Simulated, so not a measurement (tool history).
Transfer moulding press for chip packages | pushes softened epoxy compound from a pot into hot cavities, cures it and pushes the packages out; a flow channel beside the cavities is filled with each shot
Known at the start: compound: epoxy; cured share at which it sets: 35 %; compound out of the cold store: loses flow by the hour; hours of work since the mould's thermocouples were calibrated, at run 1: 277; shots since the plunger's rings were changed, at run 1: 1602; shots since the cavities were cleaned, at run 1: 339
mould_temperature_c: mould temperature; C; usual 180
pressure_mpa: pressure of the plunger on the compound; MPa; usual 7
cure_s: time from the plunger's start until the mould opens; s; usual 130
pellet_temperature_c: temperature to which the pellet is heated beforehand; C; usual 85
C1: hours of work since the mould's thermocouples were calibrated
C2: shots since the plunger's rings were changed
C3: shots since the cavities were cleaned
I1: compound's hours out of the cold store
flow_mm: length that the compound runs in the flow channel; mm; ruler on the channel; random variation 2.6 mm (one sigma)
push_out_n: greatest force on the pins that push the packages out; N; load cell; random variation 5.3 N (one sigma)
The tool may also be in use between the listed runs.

Run 1, hour 0: usual settings; C1 277; C2 1602; C3 339; I1 40.4. Result: flow_mm 700 mm, push_out_n 176 N.
Run 2, hour 18.6: usual settings; C1 290; C2 1783; C3 520; I1 22.4. Result: flow_mm 748 mm, push_out_n 175 N.
Run 3, hour 27: usual settings; C1 295; C2 1864; C3 601; I1 24.4. Result: flow_mm 738 mm, push_out_n 181 N.
Run 4, hour 39.9: usual settings; C1 303; C2 1989; C3 726; I1 39.3. Result: flow_mm 703 mm, push_out_n 176 N.
Run 5, hour 49.1: usual settings but pellet_temperature_c 82 C; C1 309; C2 2078; C3 815; I1 23.6. Result: flow_mm 744 mm, push_out_n 182 N.
Run 6, hour 65.3: usual settings but pellet_temperature_c 82 C; C1 320; C2 2235; C3 972; I1 43. Result: flow_mm 692 mm, push_out_n 185 N.
At hour 74.5: cavities cleaned with cleaning compound and waxed.
Run 7, hour 75.8: usual settings but pellet_temperature_c 82 C; C1 325; C2 2323; C3 13; I1 12.4. Result: flow_mm 778 mm, push_out_n 171 N.
Run 8, hour 90.4: usual settings but pellet_temperature_c 82 C; C1 335; C2 2465; C3 155; I1 21.1. Result: flow_mm 747 mm, push_out_n 171 N.
Run 9, hour 99.2: usual settings but pellet_temperature_c 82 C; C1 341; C2 2550; C3 240; I1 19.7. Result: flow_mm 752 mm, push_out_n 175 N.
Run 10, hour 112.7: usual settings but pellet_temperature_c 82 C; C1 349; C2 2680; C3 370; I1 22.5. Result: flow_mm 749 mm, push_out_n 183 N.
Run 11, hour 123.6: usual settings but pellet_temperature_c 82 C; C1 356; C2 2786; C3 476; I1 26. Result: flow_mm 739 mm, push_out_n 179 N.
Run 12, hour 133.1: usual settings but pellet_temperature_c 82 C; C1 362; C2 2879; C3 569; I1 37.5. Result: flow_mm 707 mm, push_out_n 176 N.
Run 13, hour 141.4: usual settings; C1 368; C2 2959; C3 649; I1 43.4. Result: flow_mm 692 mm, push_out_n 179 N.
Run 14, hour 154.8: usual settings; C1 376; C2 3089; C3 779; I1 26.9. Result: flow_mm 731 mm, push_out_n 174 N.
Run 15, hour 172.8: usual settings but mould_temperature_c 185 C, pellet_temperature_c 80 C; C1 388; C2 3263; C3 953; I1 17.4. Result: flow_mm 745 mm, push_out_n 162 N.
Run 16, hour 181.1: usual settings but mould_temperature_c 185 C, pellet_temperature_c 80 C; C1 393; C2 3344; C3 1034; I1 19.6. Result: flow_mm 746 mm, push_out_n 165 N.
At hour 184.4: cavities cleaned with cleaning compound and waxed.
Run 17, hour 200.8: usual settings but mould_temperature_c 173 C, cure_s 131 s, pellet_temperature_c 76 C; C1 405; C2 3521; C3 159; I1 41.2. Result: flow_mm 711 mm, push_out_n 245 N.
Run 18, hour 216.2: usual settings but mould_temperature_c 179 C, cure_s 138 s, pellet_temperature_c 93 C; C1 415; C2 3670; C3 308; I1 38.7. Result: flow_mm 702 mm, push_out_n 175 N.
Run 19, hour 234: usual settings but mould_temperature_c 179 C, cure_s 138 s, pellet_temperature_c 93 C; C1 427; C2 3843; C3 481; I1 21.3. Result: flow_mm 752 mm, push_out_n 181 N.
Run 20, hour 253: usual settings but mould_temperature_c 179 C, pressure_mpa 5.9 MPa, cure_s 149 s, pellet_temperature_c 89 C; C1 439; C2 4027; C3 665; I1 27.4. Result: flow_mm 674 mm, push_out_n 170 N.
At hour 265.9: mould's thermocouples calibrated.
Run 21, hour 269.1: usual settings but pressure_mpa 7.02 MPa; C1 2; C2 4163; C3 801; I1 43.9. Result: flow_mm 694 mm, push_out_n 183 N.
Run 22, hour 286: usual settings but pressure_mpa 7.02 MPa; C1 13; C2 4327; C3 965; I1 16.2. Result: flow_mm 771 mm, push_out_n 185 N.
At hour 296.2: cavities cleaned with cleaning compound and waxed.
Run 23, hour 303.4: usual settings but mould_temperature_c 188 C, pressure_mpa 8.22 MPa, pellet_temperature_c 91 C; C1 23; C2 4482; C3 69; I1 25.3. Result: flow_mm 777 mm, push_out_n 164 N.
At hour 312.3: plunger's sealing rings changed.
Run 24, hour 324.1: usual settings but pressure_mpa 6.13 MPa, cure_s 119 s; C1 35; C2 115; C3 246; I1 10. Result: flow_mm 724 mm, push_out_n 198 N.
Run 25, hour 333.2: usual settings but pressure_mpa 6.13 MPa, cure_s 119 s; C1 41; C2 203; C3 334; I1 15. Result: flow_mm 718 mm, push_out_n 207 N.
Run 26, hour 343: usual settings but mould_temperature_c 175 C, pressure_mpa 6.13 MPa, cure_s 119 s, pellet_temperature_c 83 C; C1 47; C2 298; C3 429; I1 30.9. Result: flow_mm 690 mm, push_out_n 268 N.
Run 27, hour 351.6: usual settings but mould_temperature_c 175 C, pressure_mpa 5.6 MPa, cure_s 119 s, pellet_temperature_c 83 C; C1 53; C2 381; C3 512; I1 41.5. Result: flow_mm 635 mm, push_out_n 253 N.
Run 28, hour 370.1: usual settings but mould_temperature_c 175 C, pressure_mpa 5.6 MPa, cure_s 119 s, pellet_temperature_c 83 C; C1 65; C2 561; C3 692; I1 29.6. Result: flow_mm 655 mm, push_out_n 254 N.

4 ways to go on from here, each from the tool as it stands after run 28. What would each give?
Run A, hour 385.5: usual settings but mould_temperature_c 185 C, pressure_mpa 5.45 MPa, cure_s 167 s, pellet_temperature_c 83 C; C1 75; C2 710; C3 841; I1 10.4. Result: flow_mm ?, push_out_n ?.
Run B, hour 385.5: usual settings but mould_temperature_c 175 C, pressure_mpa 8.01 MPa, cure_s 131 s, pellet_temperature_c 83 C; C1 75; C2 710; C3 841; I1 9.6. Result: flow_mm ?, push_out_n ?.
Run C, hour 385.5: usual settings but mould_temperature_c 174 C, cure_s 165 s, pellet_temperature_c 93 C; C1 75; C2 710; C3 841; I1 40. Result: flow_mm ?, push_out_n ?.
Run D, hour 385.5: usual settings but mould_temperature_c 185 C, pressure_mpa 5.6 MPa, cure_s 119 s, pellet_temperature_c 78 C; C1 75; C2 710; C3 841; I1 37.4. Result: flow_mm ?, push_out_n ?.

run  flow_mm  push_out_n
  A      682         159
  B      844         238
  C      713         179
  D      625         162
Without the tool's hidden state the same runs would have given:
run  flow_mm  push_out_n
  A      682         156
  B      844         234
  C      713         176
  D      625         160

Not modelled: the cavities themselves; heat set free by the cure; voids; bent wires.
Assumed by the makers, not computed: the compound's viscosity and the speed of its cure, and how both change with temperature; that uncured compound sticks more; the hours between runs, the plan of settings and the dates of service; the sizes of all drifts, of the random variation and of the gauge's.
